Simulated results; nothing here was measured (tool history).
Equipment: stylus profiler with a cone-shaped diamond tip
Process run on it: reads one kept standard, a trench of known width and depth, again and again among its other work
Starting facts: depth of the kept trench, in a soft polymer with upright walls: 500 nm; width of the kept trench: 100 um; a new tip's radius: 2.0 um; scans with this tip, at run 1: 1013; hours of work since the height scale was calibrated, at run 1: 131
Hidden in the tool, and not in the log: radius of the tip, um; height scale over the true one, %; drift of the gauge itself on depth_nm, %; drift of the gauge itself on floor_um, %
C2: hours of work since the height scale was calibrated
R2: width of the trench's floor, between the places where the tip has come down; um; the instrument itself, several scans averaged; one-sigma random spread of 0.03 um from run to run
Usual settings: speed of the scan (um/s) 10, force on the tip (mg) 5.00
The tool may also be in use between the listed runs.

Run 1, hour 0.0: usual settings; scans with this tip 1013; C2 131. Result: depth of the trench (Å) 5074.5, R2 97.18 um.
Run 2, hour 56.6: usual settings but force on the tip (mg) 6.71; scans with this tip 1267; C2 164. Result: depth of the trench (Å) 5091.1, R2 97.21 um.
Run 3, hour 104.8: usual settings; scans with this tip 1484; C2 192. Result: depth of the trench (Å) 5079.6, R2 97.14 um.
Run 4, hour 144.5: usual settings; scans with this tip 1662; C2 215. Result: depth of the trench (Å) 5075.6, R2 97.06 um.
Run 5, hour 227.1: usual settings; scans with this tip 2033; C2 263. Result: depth of the trench (Å) 5076.8, R2 97.07 um.
Run 6, hour 264.9: usual settings; scans with this tip 2203; C2 285. Result: depth of the trench (Å) 5077.5, R2 97.01 um.
Run 7, hour 316.3: usual settings but speed of the scan (um/s) 32; scans with this tip 2434; C2 315. Result: depth of the trench (Å) 5078.1, R2 96.95 um.
Run 8, hour 373.5: usual settings but speed of the scan (um/s) 32; scans with this tip 2691; C2 348. Result: depth of the trench (Å) 5080.5, R2 96.88 um.
Run 9, hour 411.4: usual settings but force on the tip (mg) 8.51; scans with this tip 2861; C2 370. Result: depth of the trench (Å) 5111.3, R2 97.01 um.
Run 10, hour 475.5: usual settings but speed of the scan (um/s) 5; scans with this tip 3149; C2 407. Result: depth of the trench (Å) 5078.7, R2 96.91 um.
Run 11, hour 519.1: usual settings but speed of the scan (um/s) 7, force on the tip (mg) 3.55; scans with this tip 3345; C2 433. Result: depth of the trench (Å) 5066.2, R2 96.88 um.
Run 12, hour 560.4: usual settings but speed of the scan (um/s) 7, force on the tip (mg) 3.55; scans with this tip 3530; C2 457. Result: depth of the trench (Å) 5065.9, R2 96.92 um.
Run 13, hour 628.6: usual settings but force on the tip (mg) 3.28; scans with this tip 3837; C2 496. Result: depth of the trench (Å) 5062.7, R2 96.84 um.
Run 14, hour 680.7: usual settings but speed of the scan (um/s) 23, force on the tip (mg) 4.11; scans with this tip 4071; C2 527. Result: depth of the trench (Å) 5073.2, R2 96.75 um.
Run 15, hour 752.0: usual settings but speed of the scan (um/s) 7; scans with this tip 4392; C2 568. Result: depth of the trench (Å) 5082.1, R2 96.73 um.
Run 16, hour 793.1: usual settings but speed of the scan (um/s) 7; scans with this tip 4576; C2 592. Result: depth of the trench (Å) 5082.1, R2 96.73 um.
Run 17, hour 872.0: usual settings but speed of the scan (um/s) 27, force on the tip (mg) 2.74; scans with this tip 4931; C2 638. Result: depth of the trench (Å) 5059.9, R2 96.59 um.
Run 18, hour 938.9: usual settings but force on the tip (mg) 4.71; scans with this tip 5231; C2 677. Result: depth of the trench (Å) 5082.6, R2 96.67 um.
Run 19, hour 986.5: usual settings but force on the tip (mg) 4.71; scans with this tip 5445; C2 705. Result: depth of the trench (Å) 5081.3, R2 96.66 um.
Run 20, hour 1030.5: usual settings but speed of the scan (um/s) 3, force on the tip (mg) 2.50; scans with this tip 5642; C2 730. Result: depth of the trench (Å) 5059.9, R2 96.58 um.

What if the next run were any one of these 3? Each begins from the tool's condition after run 20:
Run A, hour 1117.9: usual settings but speed of the scan (um/s) 2, force on the tip (mg) 3.07; scans with this tip 6036; C2 781. Result: depth of the trench (Å) ?, R2 ?.
Run B, hour 1117.9: usual settings but speed of the scan (um/s) 7, force on the tip (mg) 3.19; scans with this tip 6036; C2 781. Result: depth of the trench (Å) ?, R2 ?.
Run C, hour 1117.9: usual settings but speed of the scan (um/s) 18, force on the tip (mg) 2.62; scans with this tip 6036; C2 781. Result: depth of the trench (Å) ?, R2 ?.

run  depth of the trench (Å)     R2
  A                   5068.5  96.58
  B                   5068.0  96.49
  C                   5060.9  96.49
Without the tool's hidden state the same runs would have given:
run  depth of the trench (Å)     R2
  A                   5052.3  97.36
  B                   5051.7  97.28
  C                   5044.7  97.27

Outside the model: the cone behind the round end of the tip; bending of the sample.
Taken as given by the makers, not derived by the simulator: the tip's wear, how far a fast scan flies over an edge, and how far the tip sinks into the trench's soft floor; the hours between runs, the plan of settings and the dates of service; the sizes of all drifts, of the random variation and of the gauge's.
